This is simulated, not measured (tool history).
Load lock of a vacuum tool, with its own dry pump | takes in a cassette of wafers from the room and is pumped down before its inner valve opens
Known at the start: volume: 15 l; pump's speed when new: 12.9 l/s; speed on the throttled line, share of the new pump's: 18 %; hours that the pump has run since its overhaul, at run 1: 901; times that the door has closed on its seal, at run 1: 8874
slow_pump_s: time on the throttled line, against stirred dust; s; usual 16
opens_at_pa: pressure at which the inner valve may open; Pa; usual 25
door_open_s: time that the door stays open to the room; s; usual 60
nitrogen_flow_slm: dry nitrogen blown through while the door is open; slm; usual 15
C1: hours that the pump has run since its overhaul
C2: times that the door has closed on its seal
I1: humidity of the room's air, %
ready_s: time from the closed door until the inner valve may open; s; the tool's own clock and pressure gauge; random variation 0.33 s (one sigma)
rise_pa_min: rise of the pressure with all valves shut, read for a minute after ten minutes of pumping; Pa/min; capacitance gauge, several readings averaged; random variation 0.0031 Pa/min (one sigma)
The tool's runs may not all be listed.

Run 1, hour 0: usual settings; C1 901; C2 8874; I1 44. Result: ready_s 22.9 s, rise_pa_min 0.058 Pa/min.
Run 2, hour 242: usual settings; C1 1143; C2 9773; I1 48.3. Result: ready_s 22.4 s, rise_pa_min 0.063 Pa/min.
Run 3, hour 446.1: usual settings but door_open_s 86 s; C1 1347; C2 10531; I1 44.6. Result: ready_s 22.9 s, rise_pa_min 0.074 Pa/min.
Run 4, hour 758.6: usual settings but nitrogen_flow_slm 5 slm; C1 1659; C2 11693; I1 45.5. Result: ready_s 23.1 s, rise_pa_min 0.08 Pa/min.
Run 5, hour 1020.8: usual settings but nitrogen_flow_slm 5 slm; C1 1921; C2 12667; I1 42.9. Result: ready_s 22.2 s, rise_pa_min 0.076 Pa/min.
Run 6, hour 1301.6: usual settings but slow_pump_s 21 s, nitrogen_flow_slm 5 slm; C1 2202; C2 13710; I1 44. Result: ready_s 27.1 s, rise_pa_min 0.08 Pa/min.
Run 7, hour 1712.5: usual settings but slow_pump_s 21 s, nitrogen_flow_slm 5 slm; C1 2613; C2 15237; I1 43.7. Result: ready_s 27.2 s, rise_pa_min 0.08 Pa/min.
Run 8, hour 2045: usual settings but slow_pump_s 21 s, nitrogen_flow_slm 5 slm; C1 2946; C2 16473; I1 45.6. Result: ready_s 26.5 s, rise_pa_min 0.076 Pa/min.
Run 9, hour 2406.5: usual settings but slow_pump_s 30 s; C1 3307; C2 17816; I1 48.5. Result: ready_s 34.8 s, rise_pa_min 0.063 Pa/min.
Run 10, hour 2869.3: usual settings but slow_pump_s 30 s; C1 3770; C2 19536; I1 45.4. Result: ready_s 34 s, rise_pa_min 0.058 Pa/min.
Run 11, hour 3207.7: usual settings but slow_pump_s 30 s; C1 4108; C2 20793; I1 46.3. Result: ready_s 33.7 s, rise_pa_min 0.061 Pa/min.
Run 12, hour 3571.3: usual settings but slow_pump_s 30 s; C1 4472; C2 22144; I1 40.5. Result: ready_s 33.8 s, rise_pa_min 0.053 Pa/min.
Run 13, hour 4010: usual settings; C1 4911; C2 23774; I1 44.7. Result: ready_s 23.4 s, rise_pa_min 0.059 Pa/min.
Run 14, hour 4310.9: usual settings but door_open_s 43 s; C1 5212; C2 24893; I1 44.3. Result: ready_s 22.8 s, rise_pa_min 0.053 Pa/min.
Run 15, hour 4735.9: usual settings but slow_pump_s 9 s, opens_at_pa 37 Pa, door_open_s 35 s, nitrogen_flow_slm 35 slm; C1 5637; C2 26472; I1 50.1. Result: ready_s 16.9 s, rise_pa_min 0.033 Pa/min.
Run 16, hour 5157.5: usual settings but slow_pump_s 31 s, nitrogen_flow_slm 8 slm; C1 6058; C2 28038; I1 42.4. Result: ready_s 35.7 s, rise_pa_min 0.068 Pa/min.
Run 17, hour 5407.6: usual settings but slow_pump_s 31 s, nitrogen_flow_slm 8 slm; C1 6308; C2 28968; I1 50.3. Result: ready_s 34.5 s, rise_pa_min 0.088 Pa/min.
Run 18, hour 5598.7: usual settings but slow_pump_s 23 s, opens_at_pa 19 Pa, door_open_s 145 s, nitrogen_flow_slm 26 slm; C1 6499; C2 29678; I1 46.4. Result: ready_s 29.1 s, rise_pa_min 0.093 Pa/min.
Run 19, hour 6043.8: usual settings but slow_pump_s 24 s, nitrogen_flow_slm 7 slm; C1 6944; C2 31332; I1 41.2. Result: ready_s 29.6 s, rise_pa_min 0.069 Pa/min.

Run 20 comes next. What will it give?
Run 20, hour 6442.3: usual settings but slow_pump_s 24 s, opens_at_pa 39 Pa, nitrogen_flow_slm 7 slm; C1 7343; C2 32812; I1 48.3. Result: ready_s ?, rise_pa_min ?.

Run 20 gave ready_s 28.7 s, rise_pa_min 0.083 Pa/min.
Without the tool's hidden state the same run would have given ready_s 28.7 s, rise_pa_min 0.082 Pa/min.
